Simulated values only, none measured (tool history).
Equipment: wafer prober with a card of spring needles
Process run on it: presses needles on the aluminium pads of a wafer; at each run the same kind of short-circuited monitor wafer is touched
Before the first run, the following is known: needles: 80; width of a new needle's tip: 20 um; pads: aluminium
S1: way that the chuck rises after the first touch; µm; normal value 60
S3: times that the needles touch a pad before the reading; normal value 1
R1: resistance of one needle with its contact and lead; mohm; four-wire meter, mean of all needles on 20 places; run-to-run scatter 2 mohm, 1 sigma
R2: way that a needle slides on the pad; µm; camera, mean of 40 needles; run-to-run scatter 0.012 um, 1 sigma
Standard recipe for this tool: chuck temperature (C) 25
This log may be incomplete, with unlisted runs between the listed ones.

{"run": 1, "day": 0.0, "S1": 60, "chuck temperature (C)": 25, "S3": 1, "R1": 326, "R2": 8.26}
{"run": 2, "day": 0.271, "S1": 60, "chuck temperature (C)": 25, "S3": 1, "R1": 353, "R2": 8.26}
{"day": 0.296, "done": "tips cleaned on abrasive film"}
{"run": 3, "day": 0.579, "S1": 60, "chuck temperature (C)": 25, "S3": 1, "R1": 310, "R2": 8.26}
{"run": 4, "day": 0.804, "S1": 60, "chuck temperature (C)": 25, "S3": 1, "R1": 341, "R2": 8.24}
{"day": 0.983, "done": "tips cleaned on abrasive film"}
{"run": 5, "day": 1.15, "S1": 60, "chuck temperature (C)": 25, "S3": 1, "R1": 287, "R2": 8.27}
{"run": 6, "day": 1.542, "S1": 60, "chuck temperature (C)": 25, "S3": 1, "R1": 346, "R2": 8.26}
{"day": 1.683, "done": "tips cleaned on abrasive film"}
{"run": 7, "day": 1.775, "S1": 71, "chuck temperature (C)": 25, "S3": 1, "R1": 249, "R2": 9.74}
{"run": 8, "day": 1.967, "S1": 60, "chuck temperature (C)": 25, "S3": 1, "R1": 307, "R2": 8.24}
{"run": 9, "day": 2.158, "S1": 60, "chuck temperature (C)": 25, "S3": 1, "R1": 342, "R2": 8.24}
{"run": 10, "day": 2.333, "S1": 60, "chuck temperature (C)": 25, "S3": 1, "R1": 347, "R2": 8.24}
{"day": 2.379, "done": "tips cleaned on abrasive film"}
{"run": 11, "day": 2.629, "S1": 60, "chuck temperature (C)": 25, "S3": 1, "R1": 304, "R2": 8.22}
{"run": 12, "day": 2.946, "S1": 60, "chuck temperature (C)": 25, "S3": 1, "R1": 346, "R2": 8.23}
{"day": 3.096, "done": "tips cleaned on abrasive film"}
{"run": 13, "day": 3.262, "S1": 68, "chuck temperature (C)": 25, "S3": 1, "R1": 268, "R2": 9.31}
{"run": 14, "day": 3.567, "S1": 60, "chuck temperature (C)": 25, "S3": 2, "R1": 290, "R2": 8.22}
{"run": 15, "day": 3.754, "S1": 60, "chuck temperature (C)": 25, "S3": 2, "R1": 298, "R2": 8.21}
{"day": 3.788, "done": "tips cleaned on abrasive film"}
{"run": 16, "day": 3.996, "S1": 60, "chuck temperature (C)": 25, "S3": 1, "R1": 297, "R2": 8.2}
{"run": 17, "day": 4.4, "S1": 60, "chuck temperature (C)": 25, "S3": 1, "R1": 350, "R2": 8.19}
{"day": 4.479, "done": "tips cleaned on abrasive film"}
{"run": 18, "day": 4.7, "S1": 60, "chuck temperature (C)": 67, "S3": 1, "R1": 298, "R2": 8.19}
{"run": 19, "day": 4.942, "S1": 60, "chuck temperature (C)": 57, "S3": 1, "R1": 337, "R2": 8.2}
{"day": 5.188, "done": "tips cleaned on abrasive film"}
{"run": 20, "day": 5.296, "S1": 57, "chuck temperature (C)": 48, "S3": 1, "R1": 276, "R2": 7.79}
{"day": 5.375, "done": "height of the first contact set anew"}
{"run": 21, "day": 5.579, "S1": 44, "chuck temperature (C)": 37, "S3": 1, "R1": 402, "R2": 6.08}
{"day": 5.896, "done": "tips cleaned on abrasive film"}
{"run": 22, "day": 5.896, "S1": 76, "chuck temperature (C)": 41, "S3": 1, "R1": 225, "R2": 10.48}
{"run": 23, "day": 6.062, "S1": 42, "chuck temperature (C)": 57, "S3": 1, "R1": 352, "R2": 5.79}
{"run": 24, "day": 6.412, "S1": 59, "chuck temperature (C)": 74, "S3": 1, "R1": 350, "R2": 8.15}
{"day": 6.608, "done": "tips cleaned on abrasive film"}
{"run": 25, "day": 6.642, "S1": 59, "chuck temperature (C)": 74, "S3": 1, "R1": 247, "R2": 8.14}
{"run": 26, "day": 6.817, "S1": 59, "chuck temperature (C)": 74, "S3": 1, "R1": 299, "R2": 8.14}
{"run": 27, "day": 7.092, "S1": 75, "chuck temperature (C)": 45, "S3": 1, "R1": 300, "R2": 10.34}
{"run": 28, "day": 7.275, "S1": 75, "chuck temperature (C)": 45, "S3": 3, "R1": 258, "R2": 10.36}
{"day": 7.308, "done": "tips cleaned on abrasive film"}
{"run": 29, "day": 7.542, "S1": 75, "chuck temperature (C)": 45, "S3": 3, "R1": 240, "R2": 10.33}
{"run": 30, "day": 7.817, "S1": 75, "chuck temperature (C)": 45, "S3": 3, "R1": 247, "R2": 10.35}
{"day": 8.025, "done": "tips cleaned on abrasive film"}
{"run": 31, "day": 8.096, "S1": 75, "chuck temperature (C)": 94, "S3": 2, "R1": 241, "R2": 10.32}
{"run": 32, "day": 8.346, "S1": 75, "chuck temperature (C)": 94, "S3": 2, "R1": 270, "R2": 10.34}
{"run": 33, "day": 8.662, "S1": 59, "chuck temperature (C)": 84, "S3": 1, "R1": 362, "R2": 8.1}
{"day": 8.717, "done": "tips cleaned on abrasive film"}
{"run": 34, "day": 8.833, "S1": 59, "chuck temperature (C)": 84, "S3": 1, "R1": 278, "R2": 8.08}
{"run": 35, "day": 9.154, "S1": 59, "chuck temperature (C)": 84, "S3": 1, "R1": 342, "R2": 8.11}

How would selected steps in R1 from run to run divide? Give the signed amount a tool lacking its hidden state would still show from settings, what came in and random variation, and the signed amount left for the hidden state, including any gauge scatter that is not in both of the compared results.
The tool's hidden condition here consists of: debris on the tips, nm; way that the needles fall short of the set height, um; tips' diameter, um; drift of the gauge itself on contact_mohm, %; drift of the gauge itself on scrub_um, %.
Run 20 -> 21: S1 57 -> 44, chuck temperature (C) 48 -> 37, height of the first contact set anew. R1 +126 mohm: hidden state +128, all else -2.
Run 21 -> 22: S1 44 -> 76, chuck temperature (C) 37 -> 41, tips cleaned on abrasive film. R1 -177 mohm: hidden state -177, all else +0.
Run 22 -> 23: S1 76 -> 42, chuck temperature (C) 41 -> 57. R1 +127 mohm: hidden state +112, all else +15.
